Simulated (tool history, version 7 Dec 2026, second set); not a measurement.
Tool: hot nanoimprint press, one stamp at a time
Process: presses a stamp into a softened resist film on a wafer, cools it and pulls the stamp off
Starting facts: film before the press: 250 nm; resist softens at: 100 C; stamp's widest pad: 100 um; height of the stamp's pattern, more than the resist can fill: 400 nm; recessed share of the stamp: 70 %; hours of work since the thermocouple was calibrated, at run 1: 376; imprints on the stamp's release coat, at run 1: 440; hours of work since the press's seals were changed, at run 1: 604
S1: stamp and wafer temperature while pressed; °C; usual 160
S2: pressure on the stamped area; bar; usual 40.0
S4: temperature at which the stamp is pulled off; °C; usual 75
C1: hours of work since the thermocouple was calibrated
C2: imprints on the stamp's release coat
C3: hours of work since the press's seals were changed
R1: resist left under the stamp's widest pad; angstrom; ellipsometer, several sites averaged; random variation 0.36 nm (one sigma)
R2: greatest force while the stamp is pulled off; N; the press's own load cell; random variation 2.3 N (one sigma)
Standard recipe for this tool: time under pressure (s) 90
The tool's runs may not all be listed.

{"run": 1, "day": 0.0, "S1": 160, "S2": 40.0, "time under pressure (s)": 90, "S4": 75, "C1": 376, "C2": 440, "C3": 604, "R1": 1032, "R2": 225}
{"run": 2, "day": 0.554, "S1": 160, "S2": 40.0, "time under pressure (s)": 90, "S4": 63, "C1": 383, "C2": 478, "C3": 611, "R1": 1035, "R2": 276}
{"run": 3, "day": 1.05, "S1": 160, "S2": 40.0, "time under pressure (s)": 90, "S4": 63, "C1": 390, "C2": 513, "C3": 617, "R1": 1030, "R2": 272}
{"run": 4, "day": 1.75, "S1": 160, "S2": 40.0, "time under pressure (s)": 90, "S4": 63, "C1": 399, "C2": 561, "C3": 627, "R1": 1028, "R2": 276}
{"run": 5, "day": 2.767, "S1": 160, "S2": 40.0, "time under pressure (s)": 90, "S4": 63, "C1": 412, "C2": 632, "C3": 640, "R1": 1028, "R2": 278}
{"run": 6, "day": 3.583, "S1": 160, "S2": 40.0, "time under pressure (s)": 114, "S4": 75, "C1": 423, "C2": 689, "C3": 651, "R1": 952, "R2": 226}
{"run": 7, "day": 4.679, "S1": 160, "S2": 40.0, "time under pressure (s)": 90, "S4": 75, "C1": 437, "C2": 765, "C3": 665, "R1": 1029, "R2": 229}
{"run": 8, "day": 5.571, "S1": 160, "S2": 40.0, "time under pressure (s)": 90, "S4": 75, "C1": 449, "C2": 827, "C3": 677, "R1": 1024, "R2": 224}
{"day": 6.496, "done": "stamp cleaned and given a new release coat"}
{"run": 9, "day": 6.871, "S1": 160, "S2": 40.0, "time under pressure (s)": 90, "S4": 75, "C1": 463, "C2": 27, "C3": 691, "R1": 1024, "R2": 224}
{"run": 10, "day": 7.979, "S1": 160, "S2": 40.0, "time under pressure (s)": 90, "S4": 75, "C1": 477, "C2": 104, "C3": 705, "R1": 1026, "R2": 226}
{"run": 11, "day": 8.625, "S1": 160, "S2": 40.0, "time under pressure (s)": 67, "S4": 75, "C1": 486, "C2": 149, "C3": 714, "R1": 1131, "R2": 226}
{"run": 12, "day": 9.717, "S1": 160, "S2": 40.0, "time under pressure (s)": 67, "S4": 75, "C1": 500, "C2": 224, "C3": 728, "R1": 1130, "R2": 229}
{"run": 13, "day": 10.688, "S1": 160, "S2": 40.0, "time under pressure (s)": 67, "S4": 75, "C1": 513, "C2": 292, "C3": 741, "R1": 1124, "R2": 224}
{"run": 14, "day": 11.821, "S1": 160, "S2": 40.0, "time under pressure (s)": 67, "S4": 65, "C1": 528, "C2": 371, "C3": 756, "R1": 1131, "R2": 264}
{"run": 15, "day": 12.396, "S1": 160, "S2": 40.0, "time under pressure (s)": 67, "S4": 65, "C1": 535, "C2": 410, "C3": 763, "R1": 1127, "R2": 268}
{"day": 12.696, "done": "plate thermocouple calibrated"}
{"run": 16, "day": 13.483, "S1": 155, "S2": 42.9, "time under pressure (s)": 161, "S4": 67, "C1": 10, "C2": 477, "C3": 776, "R1": 1054, "R2": 261}
{"run": 17, "day": 14.154, "S1": 155, "S2": 42.9, "time under pressure (s)": 161, "S4": 67, "C1": 19, "C2": 524, "C3": 785, "R1": 1047, "R2": 255}
{"run": 18, "day": 14.912, "S1": 155, "S2": 42.9, "time under pressure (s)": 161, "S4": 67, "C1": 29, "C2": 577, "C3": 795, "R1": 1047, "R2": 253}
{"run": 19, "day": 15.8, "S1": 155, "S2": 42.9, "time under pressure (s)": 161, "S4": 67, "C1": 41, "C2": 638, "C3": 806, "R1": 1049, "R2": 257}
{"run": 20, "day": 16.925, "S1": 160, "S2": 30.0, "time under pressure (s)": 60, "S4": 75, "C1": 56, "C2": 717, "C3": 821, "R1": 1352, "R2": 224}
{"run": 21, "day": 17.838, "S1": 160, "S2": 40.0, "time under pressure (s)": 150, "S4": 75, "C1": 68, "C2": 780, "C3": 833, "R1": 852, "R2": 224}
{"day": 19.175, "done": "press's hydraulic seals changed and the load cell set to zero"}
{"run": 22, "day": 19.238, "S1": 160, "S2": 58.3, "time under pressure (s)": 90, "S4": 79, "C1": 82, "C2": 854, "C3": 1, "R1": 813, "R2": 208}
{"day": 19.717, "done": "stamp cleaned and given a new release coat"}
{"run": 23, "day": 20.592, "S1": 154, "S2": 28.7, "time under pressure (s)": 90, "S4": 81, "C1": 96, "C2": 61, "C3": 15, "R1": 1596, "R2": 202}
{"run": 24, "day": 21.721, "S1": 168, "S2": 40.0, "time under pressure (s)": 90, "S4": 75, "C1": 111, "C2": 139, "C3": 30, "R1": 673, "R2": 225}

Alternative continuations, all from the tool just after run 24; predict every row:
{"run": "A", "day": 22.379, "S1": 166, "S2": 40.0, "time under pressure (s)": 90, "S4": 75, "C1": 120, "C2": 185, "C3": 39, "R1": "?", "R2": "?"}
{"run": "B", "day": 22.379, "S1": 151, "S2": 40.0, "time under pressure (s)": 90, "S4": 69, "C1": 120, "C2": 185, "C3": 39, "R1": "?", "R2": "?"}
{"run": "C", "day": 22.379, "S1": 160, "S2": 29.3, "time under pressure (s)": 56, "S4": 61, "C1": 120, "C2": 185, "C3": 39, "R1": "?", "R2": "?"}
{"run": "D", "day": 22.379, "S1": 160, "S2": 28.0, "time under pressure (s)": 126, "S4": 61, "C1": 120, "C2": 185, "C3": 39, "R1": "?", "R2": "?"}
{"run": "E", "day": 22.379, "S1": 170, "S2": 40.0, "time under pressure (s)": 90, "S4": 66, "C1": 120, "C2": 185, "C3": 39, "R1": "?", "R2": "?"}

run=A R1=738 R2=228
run=B R1=1578 R2=246
run=C R1=1384 R2=281
run=D R1=1100 R2=277
run=E R1=618 R2=258
Take away the tool's hidden state, keep each run's random variation, and the runs would have read:
run=A R1=756 R2=227
run=B R1=1616 R2=246
run=C R1=1418 R2=280
run=D R1=1127 R2=277
run=E R1=633 R2=257
